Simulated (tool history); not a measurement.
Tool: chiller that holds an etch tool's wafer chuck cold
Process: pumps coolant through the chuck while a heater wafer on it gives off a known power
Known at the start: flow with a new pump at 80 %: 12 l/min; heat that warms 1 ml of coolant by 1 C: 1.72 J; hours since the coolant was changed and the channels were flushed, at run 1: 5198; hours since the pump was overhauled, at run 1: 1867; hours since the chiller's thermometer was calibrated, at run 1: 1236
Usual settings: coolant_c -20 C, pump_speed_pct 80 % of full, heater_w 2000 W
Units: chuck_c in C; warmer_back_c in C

| run | day | coolant_c | pump_speed_pct | heater_w | hours since the coolant was changed and the channels were flushed | hours since the pump was overhauled | hours since the chiller's thermometer was calibrated | chuck_c | warmer_back_c |
|---|---|---|---|---|---|---|---|---|---|
| 1 | 0.000 | -20 | 80 | 2000 | 5198 | 1867 | 1236 | 6.3 | 5.90 |
| 2 | 3.962 | -20 | 80 | 2000 | 5293 | 1962 | 1331 | 6.4 | 5.93 |
| 3 | 7.779 | -20 | 80 | 2000 | 5384 | 2054 | 1423 | 6.6 | 5.94 |
| 4 | 11.438 | -20 | 80 | 2000 | 5472 | 2142 | 1511 | 6.3 | 6.04 |
| 5 | 16.504 | -20 | 80 | 2000 | 5594 | 2263 | 1632 | 6.4 | 5.92 |
| 6 | 21.079 | -20 | 80 | 2000 | 5704 | 2373 | 1742 | 6.5 | 5.96 |
| 7 | 25.421 | -20 | 80 | 2000 | 5808 | 2477 | 1846 | 6.6 | 6.00 |
| 8 | 31.296 | -20 | 80 | 2000 | 5949 | 2618 | 1987 | 6.7 | 5.97 |
| 9 | 37.483 | -20 | 80 | 2000 | 6097 | 2767 | 2136 | 6.8 | 6.01 |
| 10 | 43.088 | -20 | 80 | 2000 | 6232 | 2901 | 2270 | 6.8 | 5.97 |
| 11 | 48.808 | -20 | 80 | 2000 | 6369 | 3038 | 2407 | 6.9 | 6.03 |
| 12 | 55.346 | -20 | 80 | 1052 | 6526 | 3195 | 2564 | -5.7 | 3.24 |
| 13 | 60.817 | -20 | 80 | 2198 | 6657 | 3327 | 2696 | 9.8 | 6.67 |
| 14 | 64.517 | -20 | 80 | 2198 | 6746 | 3415 | 2784 | 9.7 | 6.65 |
| 15 | 71.383 | -20 | 80 | 2198 | 6911 | 3580 | 2949 | 10.0 | 6.69 |
| 16 | 76.517 | -20 | 80 | 2198 | 7034 | 3703 | 3072 | 10.2 | 6.66 |
| 17 | 82.042 | -20 | 80 | 2198 | 7167 | 3836 | 3205 | 10.1 | 6.68 |
| 18 | 88.542 | -12 | 97 | 1156 | 7323 | 3992 | 3361 | 2.6 | 2.85 |
| 19 | 93.704 | -12 | 97 | 1156 | 7447 | 4116 | 3485 | 2.7 | 2.90 |
| 20 | 100.538 | -12 | 97 | 1156 | 7611 | 4280 | 3649 | 2.6 | 2.87 |
| 21 | 105.121 | -24 | 70 | 2909 | 7721 | 4390 | 3759 | 19.6 | 10.19 |
| 22 | 108.079 | -19 | 80 | 2000 | 7791 | 4461 | 3830 | 8.9 | 6.11 |
|  | 108.704 | chiller's thermometer calibrated |
| 23 | 111.892 | -19 | 80 | 2000 | 7882 | 4551 | 76 | 8.8 | 6.14 |
| 24 | 117.588 | -19 | 80 | 2000 | 8019 | 4688 | 213 | 9.1 | 6.22 |
|  | 121.988 | coolant changed, channels flushed |
| 25 | 123.017 | -19 | 80 | 2000 | 25 | 4812 | 337 | 6.3 | 6.14 |
| 26 | 127.867 | -13 | 74 | 2000 | 141 | 4929 | 454 | 13.3 | 6.64 |
| 27 | 132.600 | -13 | 74 | 2000 | 255 | 5042 | 567 | 13.4 | 6.61 |
| 28 | 139.142 | -13 | 69 | 2995 | 412 | 5199 | 724 | 28.2 | 10.76 |
|  | 141.642 | chiller's thermometer calibrated, once more |
| 29 | 143.688 | -24 | 69 | 2865 | 520 | 5308 | 49 | 14.7 | 10.25 |
| 30 | 149.033 | -27 | 90 | 2286 | 648 | 5436 | 177 | -0.3 | 6.25 |
| 31 | 151.892 | -20 | 70 | 2000 | 717 | 5504 | 246 | 7.0 | 7.06 |
| 32 | 158.712 | -10 | 70 | 2419 | 880 | 5668 | 410 | 22.7 | 8.64 |
| 33 | 164.121 | -29 | 73 | 2127 | 1010 | 5798 | 539 | -0.9 | 7.21 |

Hidden state or all else? Some run-to-run changes of chuck_c, split into what the settings, what came in and random variation would give without the hidden state, and what is left for the hidden state (with any gauge scatter that isn't in both results):
The hidden state here: heat passed by the chuck's channels, % of clean ones'; flow at a given pump speed, % of a new pump's; coolant's true temperature over the reading, C; drift of the gauge itself on chuck_c, C; drift of the gauge itself on warmer_back_c, C.
Run 20 -> 21: coolant_c -12 -> -24, pump_speed_pct 97 -> 70, heater_w 1156 -> 2909. chuck_c +17.0 C: hidden state +3.8, all else +13.2.
Run 21 -> 22: coolant_c -24 -> -19, pump_speed_pct 70 -> 80, heater_w 2909 -> 2000. chuck_c -10.7 C: hidden state -2.0, all else -8.7.
Run 24 -> 25: coolant changed, channels flushed. chuck_c -2.8 C: hidden state -3.0, all else +0.2.
Run 31 -> 32: coolant_c -20 -> -10, heater_w 2000 -> 2419. chuck_c +15.7 C: hidden state +0.3, all else +15.4.
Run 32 -> 33: coolant_c -10 -> -29, pump_speed_pct 70 -> 73, heater_w 2419 -> 2127. chuck_c -23.6 C: hidden state +0.0, all else -23.6.
